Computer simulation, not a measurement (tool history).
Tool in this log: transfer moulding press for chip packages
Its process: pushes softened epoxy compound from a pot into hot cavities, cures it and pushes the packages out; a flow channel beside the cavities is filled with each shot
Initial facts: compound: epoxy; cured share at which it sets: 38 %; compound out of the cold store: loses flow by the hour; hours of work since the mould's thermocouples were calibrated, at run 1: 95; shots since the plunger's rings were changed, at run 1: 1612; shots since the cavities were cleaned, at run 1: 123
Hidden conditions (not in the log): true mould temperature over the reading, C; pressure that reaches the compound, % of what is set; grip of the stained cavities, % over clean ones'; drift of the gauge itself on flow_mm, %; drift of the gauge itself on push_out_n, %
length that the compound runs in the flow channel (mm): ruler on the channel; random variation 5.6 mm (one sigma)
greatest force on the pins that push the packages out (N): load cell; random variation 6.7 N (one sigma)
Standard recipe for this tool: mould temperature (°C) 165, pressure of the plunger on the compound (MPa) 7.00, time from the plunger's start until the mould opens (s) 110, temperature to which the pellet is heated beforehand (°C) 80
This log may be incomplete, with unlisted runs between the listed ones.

| run | hour | mould temperature (°C) | pressure of the plunger on the compound (MPa) | time from the plunger's start until the mould opens (s) | temperature to which the pellet is heated beforehand (°C) | hours of work since the mould's thermocouples were calibrated | shots since the plunger's rings were changed | shots since the cavities were cleaned | incoming compound's hours out of the cold store | length that the compound runs in the flow channel (mm) | greatest force on the pins that push the packages out (N) |
|---|---|---|---|---|---|---|---|---|---|---|---|
| 1 | 0.0 | 165 | 7.00 | 110 | 80 | 95 | 1612 | 123 | 47.6 | 508 | 280 |
| 2 | 6.7 | 165 | 7.00 | 110 | 80 | 100 | 1694 | 205 | 16.3 | 572 | 330 |
| 3 | 17.1 | 165 | 7.00 | 110 | 86 | 108 | 1822 | 333 | 20.3 | 569 | 368 |
| 4 | 22.8 | 168 | 7.00 | 110 | 80 | 112 | 1891 | 402 | 34.8 | 518 | 315 |
| 5 | 32.0 | 168 | 7.00 | 110 | 80 | 118 | 2004 | 515 | 45.2 | 498 | 323 |
| 6 | 38.4 | 165 | 7.00 | 121 | 80 | 123 | 2082 | 593 | 11.1 | 591 | 356 |
| 7 | 45.6 | 165 | 7.00 | 121 | 80 | 128 | 2170 | 681 | 9.1 | 581 | 375 |
| 8 | 53.8 | 165 | 7.00 | 110 | 80 | 134 | 2270 | 781 | 43.5 | 502 | 436 |
|  | 57.8 | cavities cleaned with cleaning compound and waxed |
| 9 | 60.6 | 165 | 7.00 | 110 | 72 | 138 | 2336 | 34 | 28.6 | 537 | 264 |
| 10 | 65.1 | 160 | 7.00 | 110 | 80 | 141 | 2391 | 89 | 12.1 | 599 | 444 |
| 11 | 74.3 | 165 | 7.00 | 117 | 80 | 148 | 2504 | 202 | 20.3 | 562 | 299 |
| 12 | 82.9 | 165 | 7.00 | 117 | 80 | 154 | 2609 | 307 | 37.8 | 518 | 306 |
| 13 | 87.8 | 165 | 7.00 | 117 | 80 | 158 | 2670 | 368 | 45.6 | 500 | 316 |
| 14 | 92.1 | 165 | 7.00 | 149 | 80 | 161 | 2721 | 419 | 41.4 | 515 | 254 |
| 15 | 101.8 | 165 | 6.78 | 110 | 74 | 168 | 2841 | 539 | 33.2 | 519 | 400 |
| 16 | 106.4 | 165 | 6.78 | 110 | 74 | 171 | 2897 | 595 | 27.0 | 531 | 397 |
| 17 | 116.7 | 165 | 7.00 | 138 | 80 | 179 | 3023 | 721 | 21.6 | 546 | 309 |
|  | 125.6 | cavities cleaned with cleaning compound and waxed |
| 18 | 126.2 | 158 | 5.81 | 99 | 74 | 185 | 3122 | 9 | 28.6 | 510 | 546 |
| 19 | 135.5 | 158 | 5.81 | 131 | 72 | 191 | 3236 | 123 | 28.5 | 503 | 344 |
| 20 | 145.8 | 159 | 7.88 | 104 | 80 | 199 | 3362 | 249 | 37.5 | 549 | 555 |
| 21 | 153.5 | 165 | 7.00 | 109 | 80 | 204 | 3455 | 342 | 45.7 | 493 | 354 |
| 22 | 160.5 | 165 | 7.00 | 139 | 84 | 209 | 3542 | 429 | 44.5 | 494 | 269 |
| 23 | 167.3 | 162 | 7.00 | 139 | 84 | 214 | 3625 | 512 | 18.2 | 565 | 329 |
| 24 | 172.2 | 168 | 5.78 | 97 | 89 | 218 | 3685 | 572 | 14.4 | 502 | 439 |
| 25 | 179.9 | 164 | 5.73 | 139 | 70 | 223 | 3779 | 666 | 44.6 | 446 | 301 |
| 26 | 184.4 | 164 | 5.73 | 139 | 70 | 227 | 3834 | 721 | 22.7 | 487 | 306 |
|  | 193.1 | cavities cleaned with cleaning compound and waxed |
| 27 | 193.7 | 165 | 7.00 | 97 | 90 | 232 | 3930 | 7 | 19.5 | 548 | 367 |
| 28 | 198.5 | 165 | 7.00 | 97 | 90 | 236 | 3989 | 66 | 31.3 | 519 | 358 |

Pick out some run-to-run changes in length that the compound runs in the flow channel (mm). Of each, how much would a tool without hidden state show as well, from the settings, what came in and chance, and how much is left for the hidden state and any gauge scatter not in both results compared?
Run 5 -> 6: mould temperature (°C) 168 -> 165, time from the plunger's start until the mould opens (s) 110 -> 121. length that the compound runs in the flow channel (mm) +93: hidden state -4, all else +97.
Run 7 -> 8: time from the plunger's start until the mould opens (s) 121 -> 110. length that the compound runs in the flow channel (mm) -79: hidden state +2, all else -81.
Run 22 -> 23: mould temperature (°C) 165 -> 162. length that the compound runs in the flow channel (mm) +71: hidden state -5, all else +76.
